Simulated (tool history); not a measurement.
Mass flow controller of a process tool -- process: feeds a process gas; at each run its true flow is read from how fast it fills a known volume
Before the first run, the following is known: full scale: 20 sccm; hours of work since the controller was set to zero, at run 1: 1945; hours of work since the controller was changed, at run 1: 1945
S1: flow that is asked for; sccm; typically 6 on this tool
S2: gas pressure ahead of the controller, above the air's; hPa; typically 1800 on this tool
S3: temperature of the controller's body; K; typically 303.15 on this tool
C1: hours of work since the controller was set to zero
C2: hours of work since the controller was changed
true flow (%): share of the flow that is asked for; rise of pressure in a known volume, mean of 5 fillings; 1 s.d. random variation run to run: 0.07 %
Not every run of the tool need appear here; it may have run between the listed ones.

Run 1, day 0: usual settings; C1 1945; C2 1945. Result: true flow (%) 98.76.
Run 2, day 2.479: usual settings; C1 1985; C2 1985. Result: true flow (%) 98.72.
Run 3, day 6.117: usual settings; C1 2043; C2 2043. Result: true flow (%) 98.65.
Run 4, day 9.421: usual settings; C1 2097; C2 2097. Result: true flow (%) 98.58.
Run 5, day 11.546: usual settings but S1 8 sccm; C1 2131; C2 2131. Result: true flow (%) 98.75.
Run 6, day 15.85: usual settings but S3 312.15 K; C1 2200; C2 2200. Result: true flow (%) 98.04.
Run 7, day 17.862: usual settings but S2 1860 hPa; C1 2233; C2 2233. Result: true flow (%) 98.64.
Run 8, day 20.925: usual settings but S2 1860 hPa; C1 2282; C2 2282. Result: true flow (%) 98.69.
Run 9, day 23.158: usual settings but S1 3 sccm, S2 1860 hPa; C1 2318; C2 2318. Result: true flow (%) 98.42.
Run 10, day 25.325: usual settings; C1 2353; C2 2353. Result: true flow (%) 98.58.
Run 11, day 29.267: usual settings but S1 8 sccm; C1 2416; C2 2416. Result: true flow (%) 98.79.
Run 12, day 33.775: usual settings but S1 8 sccm; C1 2489; C2 2489. Result: true flow (%) 98.9.
Run 13, day 36.788: usual settings but S1 8 sccm; C1 2537; C2 2537. Result: true flow (%) 98.72.
Run 14, day 41.429: usual settings but S1 4 sccm, S2 1550 hPa, S3 296.15 K; C1 2612; C2 2612. Result: true flow (%) 99.15.
Run 15, day 43.371: usual settings but S3 298.15 K; C1 2643; C2 2643. Result: true flow (%) 99.14.
Run 16, day 46.329: usual settings but S1 9 sccm, S3 302.15 K; C1 2691; C2 2691. Result: true flow (%) 98.93.
Run 17, day 49.804: usual settings but S1 16 sccm, S2 1980 hPa, S3 295.15 K; C1 2747; C2 2747. Result: true flow (%) 100.
Run 18, day 53.275: usual settings but S3 299.15 K; C1 2803; C2 2803. Result: true flow (%) 98.93.
Run 19, day 55.608: usual settings but S1 7 sccm, S2 2520 hPa, S3 297.15 K; C1 2840; C2 2840. Result: true flow (%) 98.69.
Run 20, day 57.846: usual settings but S1 5 sccm, S2 1760 hPa, S3 308.15 K; C1 2876; C2 2876. Result: true flow (%) 98.13.
Run 21, day 61.608: usual settings but S1 5 sccm, S2 1760 hPa, S3 308.15 K; C1 2937; C2 2937. Result: true flow (%) 98.23.
Run 22, day 65.725: usual settings but S1 5 sccm, S2 1760 hPa, S3 308.15 K; C1 3003; C2 3003. Result: true flow (%) 98.21.
Run 23, day 69.233: usual settings but S1 4 sccm, S2 1770 hPa, S3 299.15 K; C1 3059; C2 3059. Result: true flow (%) 98.72.
Run 24, day 72.883: usual settings but S1 4 sccm, S2 2150 hPa, S3 293.15 K; C1 3118; C2 3118. Result: true flow (%) 99.15.
Run 25, day 76.558: usual settings but S1 2 sccm, S2 1630 hPa, S3 293.15 K; C1 3177; C2 3177. Result: true flow (%) 99.2.
Run 26, day 79.712: usual settings but S1 15 sccm, S2 1630 hPa, S3 293.15 K; C1 3228; C2 3228. Result: true flow (%) 100.16.

Branching from run 26: 5 alternative next runs. What would each branch give?
Run A, day 82.2: usual settings but S1 7 sccm, S2 2700 hPa; C1 3268; C2 3268. Result: true flow (%) ?.
Run B, day 82.2: usual settings but S1 15 sccm, S2 1720 hPa, S3 293.15 K; C1 3268; C2 3268. Result: true flow (%) ?.
Run C, day 82.2: usual settings but S1 15 sccm, S2 1400 hPa, S3 293.15 K; C1 3268; C2 3268. Result: true flow (%) ?.
Run D, day 82.2: usual settings but S1 9 sccm, S2 2200 hPa, S3 305.15 K; C1 3268; C2 3268. Result: true flow (%) ?.
Run E, day 82.2: usual settings but S1 5 sccm, S2 1620 hPa; C1 3268; C2 3268. Result: true flow (%) ?.

run  true flow (%)
  A          98.27
  B         100.24
  C         100.36
  D          98.58
  E          98.73
Without the tool's hidden state the same runs would have given:
run  true flow (%)
  A          98.28
  B         100.25
  C         100.37
  D          98.59
  E          98.74
